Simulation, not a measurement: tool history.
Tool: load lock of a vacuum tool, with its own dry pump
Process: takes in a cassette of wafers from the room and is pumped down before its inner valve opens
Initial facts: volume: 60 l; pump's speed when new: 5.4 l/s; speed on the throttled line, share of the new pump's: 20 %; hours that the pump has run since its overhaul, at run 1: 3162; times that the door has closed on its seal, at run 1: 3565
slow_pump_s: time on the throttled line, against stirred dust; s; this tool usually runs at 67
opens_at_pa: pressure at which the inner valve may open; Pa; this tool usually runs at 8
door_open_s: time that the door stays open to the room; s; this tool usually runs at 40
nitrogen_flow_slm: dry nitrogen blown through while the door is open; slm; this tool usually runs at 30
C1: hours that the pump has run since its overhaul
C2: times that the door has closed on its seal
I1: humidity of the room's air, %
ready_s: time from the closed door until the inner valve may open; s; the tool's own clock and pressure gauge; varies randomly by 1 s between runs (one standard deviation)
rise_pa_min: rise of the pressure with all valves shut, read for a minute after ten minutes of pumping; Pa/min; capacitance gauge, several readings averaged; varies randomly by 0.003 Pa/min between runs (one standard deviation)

Run 1, hour 0: usual settings; C1 3162; C2 3565; I1 44.4. Result: ready_s 158.3 s, rise_pa_min 0.015 Pa/min.
Run 2, hour 69.1: usual settings; C1 3232; C2 3711; I1 43.4. Result: ready_s 157.8 s, rise_pa_min 0.009 Pa/min.
Run 3, hour 116.4: usual settings but opens_at_pa 11 Pa; C1 3279; C2 3812; I1 45.3. Result: ready_s 154.2 s, rise_pa_min 0.011 Pa/min.
Run 4, hour 168.9: usual settings but opens_at_pa 11 Pa; C1 3331; C2 3923; I1 44.8. Result: ready_s 155.4 s, rise_pa_min 0.006 Pa/min.
Run 5, hour 213.2: usual settings but opens_at_pa 11 Pa; C1 3376; C2 4017; I1 43.4. Result: ready_s 155.1 s, rise_pa_min 0.008 Pa/min.
Run 6, hour 275: usual settings but opens_at_pa 11 Pa; C1 3437; C2 4148; I1 44.1. Result: ready_s 155 s, rise_pa_min 0.013 Pa/min.
Run 7, hour 337.8: usual settings but opens_at_pa 11 Pa; C1 3500; C2 4281; I1 47.9. Result: ready_s 154.1 s, rise_pa_min 0.015 Pa/min.
Run 8, hour 424.7: usual settings but opens_at_pa 11 Pa; C1 3587; C2 4466; I1 45.6. Result: ready_s 153.4 s, rise_pa_min 0.018 Pa/min.
Run 9, hour 508.9: usual settings but slow_pump_s 113 s, door_open_s 42 s, nitrogen_flow_slm 39 slm; C1 3671; C2 4644; I1 49.8. Result: ready_s 198.7 s, rise_pa_min 0.008 Pa/min.
Run 10, hour 549.7: usual settings but slow_pump_s 113 s, opens_at_pa 9 Pa, door_open_s 122 s, nitrogen_flow_slm 39 slm; C1 3712; C2 4731; I1 45.3. Result: ready_s 194 s, rise_pa_min 0.019 Pa/min.

5 options for the next run, each taken on its own from the tool as it stands now. Forecast them:
Run A, hour 633.4: usual settings but slow_pump_s 113 s, opens_at_pa 15 Pa, door_open_s 122 s, nitrogen_flow_slm 8 slm; C1 3796; C2 4908; I1 43. Result: ready_s ?, rise_pa_min ?.
Run B, hour 633.4: usual settings but slow_pump_s 115 s, opens_at_pa 6 Pa, nitrogen_flow_slm 4 slm; C1 3796; C2 4908; I1 46.7. Result: ready_s ?, rise_pa_min ?.
Run C, hour 633.4: usual settings but slow_pump_s 113 s, opens_at_pa 11 Pa, door_open_s 36 s, nitrogen_flow_slm 39 slm; C1 3796; C2 4908; I1 43.4. Result: ready_s ?, rise_pa_min ?.
Run D, hour 633.4: usual settings but nitrogen_flow_slm 12 slm; C1 3796; C2 4908; I1 44.8. Result: ready_s ?, rise_pa_min ?.
Run E, hour 633.4: usual settings but door_open_s 105 s, nitrogen_flow_slm 18 slm; C1 3796; C2 4908; I1 42.1. Result: ready_s ?, rise_pa_min ?.

run  ready_s  rise_pa_min
  A    187.8        0.031
  B    197.7        0.025
  C    191.2        0.008
  D    157.6        0.016
  E    157.2        0.021
With no hidden state in the tool, these same runs would have given:
run  ready_s  rise_pa_min
  A    187.8        0.031
  B    197.7        0.025
  C    191.2        0.008
  D    157.6        0.015
  E    157.1        0.021
